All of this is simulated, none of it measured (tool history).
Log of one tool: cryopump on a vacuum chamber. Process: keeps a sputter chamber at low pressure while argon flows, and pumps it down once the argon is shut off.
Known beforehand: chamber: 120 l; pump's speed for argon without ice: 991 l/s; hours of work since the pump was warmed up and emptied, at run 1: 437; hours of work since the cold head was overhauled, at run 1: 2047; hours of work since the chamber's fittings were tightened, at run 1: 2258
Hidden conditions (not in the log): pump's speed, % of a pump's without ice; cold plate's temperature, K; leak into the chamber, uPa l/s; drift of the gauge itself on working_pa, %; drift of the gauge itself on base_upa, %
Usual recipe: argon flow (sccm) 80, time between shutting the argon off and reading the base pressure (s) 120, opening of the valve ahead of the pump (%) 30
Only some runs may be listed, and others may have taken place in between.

| run | hour | argon flow (sccm) | time between shutting the argon off and reading the base pressure (s) | opening of the valve ahead of the pump (%) | hours of work since the pump was warmed up and emptied | hours of work since the cold head was overhauled | hours of work since the chamber's fittings were tightened | pressure while argon flows (Pa) | pressure after the wait (uPa) |
|---|---|---|---|---|---|---|---|---|---|
| 1 | 0.0 | 80 | 120 | 30 | 437 | 2047 | 2258 | 0.5078 | 4.76 |
| 2 | 72.9 | 80 | 120 | 51 | 492 | 2102 | 2312 | 0.3341 | 5.01 |
| 3 | 109.1 | 80 | 120 | 51 | 519 | 2129 | 2340 | 0.3338 | 5.23 |
|  | 127.8 | pump warmed up, emptied and cooled again |
| 4 | 191.0 | 80 | 120 | 38 | 47 | 2187 | 2397 | 0.3677 | 3.94 |
| 5 | 233.8 | 43 | 120 | 30 | 80 | 2219 | 2430 | 0.2492 | 4.09 |
| 6 | 306.2 | 43 | 54 | 30 | 134 | 2273 | 2484 | 0.2517 | 5.54 |
| 7 | 341.5 | 43 | 54 | 30 | 160 | 2299 | 2510 | 0.2545 | 5.73 |
| 8 | 375.9 | 43 | 54 | 30 | 186 | 2325 | 2536 | 0.2578 | 5.84 |
| 9 | 436.4 | 43 | 54 | 30 | 232 | 2371 | 2582 | 0.2593 | 5.88 |
| 10 | 496.8 | 43 | 54 | 30 | 277 | 2416 | 2627 | 0.2620 | 6.07 |
| 11 | 569.3 | 43 | 54 | 30 | 331 | 2471 | 2681 | 0.2641 | 6.38 |
| 12 | 605.4 | 43 | 54 | 30 | 359 | 2498 | 2709 | 0.2674 | 6.62 |
| 13 | 672.0 | 80 | 120 | 30 | 409 | 2548 | 2758 | 0.5043 | 5.31 |
| 14 | 716.0 | 80 | 120 | 30 | 442 | 2581 | 2792 | 0.5081 | 5.54 |
| 15 | 759.1 | 80 | 120 | 30 | 474 | 2613 | 2824 | 0.5121 | 5.76 |
| 16 | 807.1 | 80 | 120 | 30 | 510 | 2649 | 2860 | 0.5196 | 6.04 |
|  | 836.4 | pump warmed up, emptied and cooled again |
| 17 | 879.4 | 80 | 120 | 30 | 32 | 2700 | 2911 | 0.4646 | 4.61 |
| 18 | 942.4 | 51 | 26 | 23 | 80 | 2747 | 2958 | 0.3880 | 8.65 |
| 19 | 996.5 | 96 | 37 | 23 | 120 | 2788 | 2998 | 0.7343 | 7.25 |
| 20 | 1073.9 | 96 | 37 | 23 | 178 | 2846 | 3056 | 0.7395 | 7.37 |
| 21 | 1106.4 | 96 | 37 | 23 | 203 | 2870 | 3081 | 0.7368 | 7.56 |
|  | 1172.8 | leaking fittings of the chamber tightened, without venting |
| 22 | 1180.8 | 96 | 37 | 23 | 257 | 2924 | 6 | 0.7464 | 3.80 |
| 23 | 1258.5 | 96 | 37 | 23 | 315 | 2983 | 64 | 0.7535 | 4.03 |
| 24 | 1312.6 | 96 | 37 | 36 | 356 | 3023 | 105 | 0.5086 | 4.04 |
| 25 | 1380.1 | 96 | 37 | 36 | 407 | 3074 | 156 | 0.5177 | 4.15 |
| 26 | 1454.8 | 81 | 120 | 45 | 463 | 3130 | 212 | 0.3710 | 1.80 |
| 27 | 1488.8 | 81 | 120 | 45 | 488 | 3156 | 237 | 0.3768 | 1.87 |
| 28 | 1519.9 | 44 | 77 | 44 | 512 | 3179 | 261 | 0.2091 | 2.53 |
|  | 1549.0 | pump warmed up, emptied and cooled again |
| 29 | 1601.8 | 44 | 228 | 24 | 40 | 3237 | 318 | 0.3194 | 1.24 |
| 30 | 1657.5 | 38 | 226 | 26 | 81 | 3278 | 360 | 0.2561 | 1.30 |
| 31 | 1712.0 | 38 | 226 | 56 | 122 | 3319 | 401 | 0.1238 | 1.37 |
| 32 | 1779.5 | 97 | 37 | 30 | 173 | 3370 | 452 | 0.5764 | 4.34 |
| 33 | 1826.2 | 97 | 37 | 30 | 208 | 3405 | 487 | 0.5835 | 4.47 |
| 34 | 1868.2 | 43 | 136 | 15 | 240 | 3437 | 518 | 0.5013 | 1.96 |

Here are 4 independent what-if runs from the current tool condition. What would each one return?
| A | 1908.5 | 43 | 21 | 17 | 270 | 3467 | 549 | ? | ? |
| B | 1908.5 | 80 | 120 | 17 | 270 | 3467 | 549 | ? | ? |
| C | 1908.5 | 43 | 136 | 29 | 270 | 3467 | 549 | ? | ? |
| D | 1908.5 | 37 | 120 | 30 | 270 | 3467 | 549 | ? | ? |

| run | pressure while argon flows (Pa) | pressure after the wait (uPa) |
|---|---|---|
| A | 0.4485 | 7.22 |
| B | 0.8378 | 2.14 |
| C | 0.2682 | 2.01 |
| D | 0.2256 | 2.18 |
What these runs would have given with no unlogged condition in the tool:
| run | pressure while argon flows (Pa) | pressure after the wait (uPa) |
|---|---|---|
| A | 0.4310 | 6.46 |
| B | 0.8051 | 1.39 |
| C | 0.2508 | 1.25 |
| D | 0.2105 | 1.40 |

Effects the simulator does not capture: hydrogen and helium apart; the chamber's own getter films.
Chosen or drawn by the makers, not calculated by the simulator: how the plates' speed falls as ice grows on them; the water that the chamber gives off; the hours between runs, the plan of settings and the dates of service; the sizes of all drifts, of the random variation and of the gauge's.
